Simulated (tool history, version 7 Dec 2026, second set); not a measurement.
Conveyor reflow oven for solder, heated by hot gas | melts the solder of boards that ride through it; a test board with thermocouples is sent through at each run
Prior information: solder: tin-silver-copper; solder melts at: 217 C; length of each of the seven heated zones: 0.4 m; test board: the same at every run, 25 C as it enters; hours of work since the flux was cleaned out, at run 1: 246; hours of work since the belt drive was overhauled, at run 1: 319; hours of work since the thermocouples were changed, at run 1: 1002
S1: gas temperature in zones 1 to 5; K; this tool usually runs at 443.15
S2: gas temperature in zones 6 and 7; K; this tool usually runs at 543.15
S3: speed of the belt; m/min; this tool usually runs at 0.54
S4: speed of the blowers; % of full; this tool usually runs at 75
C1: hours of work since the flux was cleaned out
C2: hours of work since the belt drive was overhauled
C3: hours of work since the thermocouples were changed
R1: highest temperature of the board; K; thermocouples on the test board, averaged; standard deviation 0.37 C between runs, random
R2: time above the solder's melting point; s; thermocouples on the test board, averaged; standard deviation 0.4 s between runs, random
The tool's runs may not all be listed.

run	hour	S1	S2	S3	S4	C1	C2	C3	R1	R2
1	0	443.15	543.15	0.54	75	246	319	1002	524.35	63
2	33.6	443.15	543.15	0.54	75	265	338	1021	523.65	63.4
3	111.5	443.15	543.15	0.54	75	308	381	1065	523.65	63.2
# hour 123.6: flux residue cleaned out of gas plates and filters
4	183.5	453.15	543.15	0.54	75	34	419	1102	527.05	72
5	258.1	453.15	543.15	0.54	75	75	461	1144	527.25	71.1
6	300.6	453.15	543.15	0.54	75	99	485	1168	526.75	70.4
7	368.6	453.15	543.15	0.54	75	138	523	1206	526.55	71.1
8	411.4	453.15	543.15	0.575	75	162	547	1230	524.55	64.3
9	456.9	443.15	543.15	0.54	75	187	572	1256	524.35	64.5
10	504.4	452.15	557.15	0.54	54	214	599	1282	533.45	74.9
11	545	452.15	549.15	0.453	54	236	622	1305	532.35	89.5
12	583.6	452.15	549.15	0.453	54	258	643	1327	533.15	89.2
13	626.2	452.15	549.15	0.453	54	282	667	1351	532.85	89.6
14	669.2	452.15	549.15	0.453	54	306	691	1375	532.65	90
# hour 685.8: flux residue cleaned out of gas plates and filters
# hour 726.7: thermocouples of zones 6 and 7 changed
15	726.9	444.15	543.15	0.54	75	22	720	0	527.35	67.4
16	785.7	444.15	543.15	0.54	75	55	753	33	525.95	67.5
17	836.5	432.15	554.15	0.442	60	83	781	62	538.45	89.1

A few steps of R1 between consecutive runs. Split each: what settings, incoming material and random variation would produce without the hidden state, and what is left over for the hidden state, along with gauge scatter present in only one of the two compared results (measured, and without hidden state):
Unlogged tool condition in this case: heat that the gas passes to the board, % of a clean oven's; belt's true speed, % of the reading; true gas temperature in zones 6 and 7 over the reading, C; drift of the gauge itself on peak_c, C; drift of the gauge itself on liquid_s, %.
Run 14 -> 15: S1 452.15 -> 444.15, S2 549.15 -> 543.15, S3 0.453 -> 0.54, S4 54 -> 75, flux residue cleaned out of gas plates and filters, thermocouples of zones 6 and 7 changed. R1 -5.3 K: hidden state +2.8, all else -8.1.
Run 16 -> 17: S1 444.15 -> 432.15, S2 543.15 -> 554.15, S3 0.54 -> 0.442, S4 75 -> 60. R1 +12.5 K: hidden state +0, all else +12.5.
